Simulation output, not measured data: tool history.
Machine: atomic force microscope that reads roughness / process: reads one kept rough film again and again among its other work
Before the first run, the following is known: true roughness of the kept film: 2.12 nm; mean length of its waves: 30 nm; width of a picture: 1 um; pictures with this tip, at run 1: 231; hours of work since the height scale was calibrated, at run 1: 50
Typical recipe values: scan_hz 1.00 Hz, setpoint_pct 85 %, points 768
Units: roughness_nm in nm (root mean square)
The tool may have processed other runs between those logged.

| run | day | scan_hz | setpoint_pct | points | pictures with this tip | hours of work since the height scale was calibrated | roughness_nm |
|---|---|---|---|---|---|---|---|
| 1 | 0.000 | 1.00 | 85 | 768 | 231 | 50 | 1.527 |
| 2 | 0.458 | 1.00 | 85 | 768 | 258 | 59 | 1.507 |
| 3 | 0.850 | 1.00 | 85 | 305 | 282 | 66 | 1.484 |
|  | 0.896 | new tip fitted |
| 4 | 1.183 | 1.00 | 85 | 305 | 17 | 72 | 1.714 |
| 5 | 1.604 | 1.00 | 85 | 429 | 42 | 80 | 1.704 |
| 6 | 1.804 | 1.00 | 88 | 814 | 55 | 84 | 1.647 |
| 7 | 2.012 | 1.14 | 80 | 520 | 67 | 88 | 1.698 |
| 8 | 2.383 | 1.06 | 80 | 896 | 89 | 95 | 1.694 |
| 9 | 2.729 | 1.00 | 85 | 256 | 110 | 101 | 1.624 |
| 10 | 3.183 | 1.00 | 85 | 256 | 138 | 110 | 1.602 |

Consider 5 possible next runs. They are alternatives, not a sequence: every one starts from the tool as it was left by run 10. What does each give?
| A | 3.525 | 2.82 | 74 | 940 | 158 | 116 | ? |
| B | 3.525 | 1.32 | 59 | 576 | 158 | 116 | ? |
| C | 3.525 | 2.21 | 85 | 256 | 158 | 116 | ? |
| D | 3.525 | 1.07 | 85 | 768 | 158 | 116 | ? |
| E | 3.525 | 1.00 | 78 | 768 | 158 | 116 | ? |

| run | roughness_nm |
|---|---|
| A | 1.486 |
| B | 1.747 |
| C | 1.386 |
| D | 1.586 |
| E | 1.656 |
Stripped of hidden state, with their random variation kept, the same runs would have yielded:
| run | roughness_nm |
|---|---|
| A | 1.623 |
| B | 1.907 |
| C | 1.514 |
| D | 1.732 |
| E | 1.808 |
